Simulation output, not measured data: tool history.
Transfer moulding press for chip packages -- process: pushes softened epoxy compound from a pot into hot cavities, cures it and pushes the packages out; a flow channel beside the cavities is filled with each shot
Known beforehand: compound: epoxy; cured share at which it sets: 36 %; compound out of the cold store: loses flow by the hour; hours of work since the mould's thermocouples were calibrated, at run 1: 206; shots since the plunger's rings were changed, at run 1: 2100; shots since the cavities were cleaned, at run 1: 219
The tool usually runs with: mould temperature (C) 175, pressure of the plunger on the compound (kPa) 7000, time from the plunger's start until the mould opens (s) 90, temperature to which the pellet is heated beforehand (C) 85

run,hour,mould temperature (C),pressure of the plunger on the compound (kPa),time from the plunger's start until the mould opens (s),temperature to which the pellet is heated beforehand (C),hours of work since the mould's thermocouples were calibrated,shots since the plunger's rings were changed,shots since the cavities were cleaned,incoming compound's hours out of the cold store,length that the compound runs in the flow channel (mm),greatest force on the pins that push the packages out (N)
1,0.0,175,7000,90,85,206,2100,219,32.3,791,586
2,15.6,175,7000,90,85,214,2250,369,37.1,777,669
3,27.4,175,7000,90,85,220,2364,483,29.1,783,687
4,36.2,175,7000,90,85,225,2449,568,21.9,805,749
5,52.5,175,7000,90,91,233,2606,725,9.6,822,794
# hour 64.6: cavities cleaned with cleaning compound and waxed
6,65.1,175,7000,90,91,239,2714,6,25.4,800,435
7,73.6,175,7000,90,91,243,2796,88,38.9,772,509
8,85.4,175,7000,90,91,249,2909,201,38.3,773,587
9,94.2,175,7000,119,85,253,2994,286,40.6,769,440
10,110.1,175,7000,119,85,262,3147,439,38.6,779,464
11,123.1,175,7000,90,94,268,3272,564,13.5,801,721
12,134.0,175,7000,90,85,274,3378,670,36.1,780,776
13,148.0,175,7000,90,85,281,3513,805,30.6,785,805
# hour 151.7: cavities cleaned with cleaning compound and waxed
14,163.1,175,7520,90,85,288,3644,110,38.9,796,553
15,171.6,172,7520,90,85,292,3725,191,16.8,843,732
16,180.1,170,7000,91,85,297,3808,274,40.0,784,860
17,187.7,168,8000,130,85,300,3881,347,42.7,837,475
18,202.8,168,8000,130,85,308,4027,493,18.7,874,552
19,212.0,168,8000,130,85,313,4116,582,27.9,863,566
20,219.0,170,7000,90,81,316,4182,648,20.1,813,1153
21,228.5,175,7000,97,85,321,4274,740,42.8,761,656
22,236.0,178,6300,94,88,325,4346,812,17.7,748,652
# hour 239.4: cavities cleaned with cleaning compound and waxed
23,252.0,175,7900,112,84,332,4486,120,39.6,813,384
24,260.5,175,7900,112,84,337,4569,203,35.6,827,423
25,274.1,177,7900,81,84,344,4700,334,39.5,812,747
# hour 288.2: plunger's sealing rings changed
26,288.2,177,7900,81,84,350,0,446,13.2,881,818
27,296.5,175,7000,75,83,354,80,526,16.0,830,1224
28,308.8,176,5500,73,90,360,199,645,39.1,698,1201

Here are 3 independent what-if runs from the current tool condition. What would each one return?
A,319.1,175,5620,90,85,365,298,744,24.5,?,?
B,319.1,169,7710,93,90,365,298,744,41.6,?,?
C,319.1,175,8200,94,85,365,298,744,40.2,?,?

run,length that the compound runs in the flow channel (mm),greatest force on the pins that push the packages out (N)
A,735,826
B,851,1088
C,863,730
With the hidden condition removed and each run's random variation left untouched, the same runs would have given:
run,length that the compound runs in the flow channel (mm),greatest force on the pins that push the packages out (N)
A,735,442
B,851,576
C,864,391

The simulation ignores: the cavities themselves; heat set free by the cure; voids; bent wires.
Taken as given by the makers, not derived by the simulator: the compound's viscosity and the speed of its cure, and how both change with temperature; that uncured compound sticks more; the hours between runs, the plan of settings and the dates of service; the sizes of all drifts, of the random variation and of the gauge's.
